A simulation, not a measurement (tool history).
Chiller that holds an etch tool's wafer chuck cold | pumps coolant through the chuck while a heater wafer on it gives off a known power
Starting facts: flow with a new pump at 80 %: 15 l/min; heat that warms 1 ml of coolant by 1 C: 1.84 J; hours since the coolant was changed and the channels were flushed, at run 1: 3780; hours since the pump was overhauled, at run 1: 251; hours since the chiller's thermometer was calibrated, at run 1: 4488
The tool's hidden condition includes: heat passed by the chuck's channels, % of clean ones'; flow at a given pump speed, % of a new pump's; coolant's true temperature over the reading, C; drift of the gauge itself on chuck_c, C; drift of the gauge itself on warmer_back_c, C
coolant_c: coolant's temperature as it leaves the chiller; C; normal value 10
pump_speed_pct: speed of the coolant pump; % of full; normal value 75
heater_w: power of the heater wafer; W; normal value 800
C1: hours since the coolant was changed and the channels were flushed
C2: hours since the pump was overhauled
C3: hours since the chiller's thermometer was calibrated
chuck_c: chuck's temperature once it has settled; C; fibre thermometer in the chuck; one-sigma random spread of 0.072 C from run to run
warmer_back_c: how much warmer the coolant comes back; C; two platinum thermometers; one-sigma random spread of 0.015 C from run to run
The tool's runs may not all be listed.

{"run": 1, "hour": 0.0, "coolant_c": 10, "pump_speed_pct": 75, "heater_w": 800, "C1": 3780, "C2": 251, "C3": 4488, "chuck_c": 15.3, "warmer_back_c": 1.85}
{"run": 2, "hour": 93.0, "coolant_c": 10, "pump_speed_pct": 75, "heater_w": 800, "C1": 3873, "C2": 344, "C3": 4581, "chuck_c": 15.32, "warmer_back_c": 1.87}
{"run": 3, "hour": 198.6, "coolant_c": 10, "pump_speed_pct": 75, "heater_w": 800, "C1": 3979, "C2": 449, "C3": 4687, "chuck_c": 15.26, "warmer_back_c": 1.86}
{"run": 4, "hour": 273.8, "coolant_c": 10, "pump_speed_pct": 86, "heater_w": 800, "C1": 4054, "C2": 524, "C3": 4762, "chuck_c": 14.53, "warmer_back_c": 1.58}
{"run": 5, "hour": 336.6, "coolant_c": 10, "pump_speed_pct": 86, "heater_w": 800, "C1": 4117, "C2": 587, "C3": 4825, "chuck_c": 14.65, "warmer_back_c": 1.56}
{"run": 6, "hour": 394.4, "coolant_c": 10, "pump_speed_pct": 86, "heater_w": 800, "C1": 4175, "C2": 645, "C3": 4883, "chuck_c": 14.67, "warmer_back_c": 1.55}
{"run": 7, "hour": 445.5, "coolant_c": 6, "pump_speed_pct": 75, "heater_w": 1138, "C1": 4226, "C2": 696, "C3": 4934, "chuck_c": 13.56, "warmer_back_c": 2.61}
{"hour": 503.3, "done": "chiller's thermometer calibrated"}
{"run": 8, "hour": 547.5, "coolant_c": 18, "pump_speed_pct": 75, "heater_w": 800, "C1": 4327, "C2": 797, "C3": 44, "chuck_c": 23.26, "warmer_back_c": 1.79}
{"run": 9, "hour": 638.6, "coolant_c": 15, "pump_speed_pct": 75, "heater_w": 415, "C1": 4418, "C2": 888, "C3": 135, "chuck_c": 17.72, "warmer_back_c": 0.89}
{"run": 10, "hour": 721.0, "coolant_c": 18, "pump_speed_pct": 87, "heater_w": 547, "C1": 4500, "C2": 971, "C3": 218, "chuck_c": 21.08, "warmer_back_c": 1.02}

Each row is a separate what-if for the run after 10, all from the same tool condition, not one after another. Results?
{"run": "A", "hour": 813.0, "coolant_c": 10, "pump_speed_pct": 80, "heater_w": 800, "C1": 4592, "C2": 1063, "C3": 310, "chuck_c": "?", "warmer_back_c": "?"}
{"run": "B", "hour": 813.0, "coolant_c": 10, "pump_speed_pct": 62, "heater_w": 933, "C1": 4592, "C2": 1063, "C3": 310, "chuck_c": "?", "warmer_back_c": "?"}
{"run": "C", "hour": 813.0, "coolant_c": 5, "pump_speed_pct": 87, "heater_w": 559, "C1": 4592, "C2": 1063, "C3": 310, "chuck_c": "?", "warmer_back_c": "?"}
{"run": "D", "hour": 813.0, "coolant_c": 10, "pump_speed_pct": 75, "heater_w": 738, "C1": 4592, "C2": 1063, "C3": 310, "chuck_c": "?", "warmer_back_c": "?"}
{"run": "E", "hour": 813.0, "coolant_c": 8, "pump_speed_pct": 94, "heater_w": 426, "C1": 4592, "C2": 1063, "C3": 310, "chuck_c": "?", "warmer_back_c": "?"}

run=A chuck_c=15.06 warmer_back_c=1.66
run=B chuck_c=17.48 warmer_back_c=2.6
run=C chuck_c=8.26 warmer_back_c=1.04
run=D chuck_c=14.91 warmer_back_c=1.63
run=E chuck_c=10.21 warmer_back_c=0.71
Without the tool's hidden state the same runs would have given:
run=A chuck_c=15.06 warmer_back_c=1.73
run=B chuck_c=17.47 warmer_back_c=2.67
run=C chuck_c=8.25 warmer_back_c=1.11
run=D chuck_c=14.91 warmer_back_c=1.71
run=E chuck_c=10.2 warmer_back_c=0.78

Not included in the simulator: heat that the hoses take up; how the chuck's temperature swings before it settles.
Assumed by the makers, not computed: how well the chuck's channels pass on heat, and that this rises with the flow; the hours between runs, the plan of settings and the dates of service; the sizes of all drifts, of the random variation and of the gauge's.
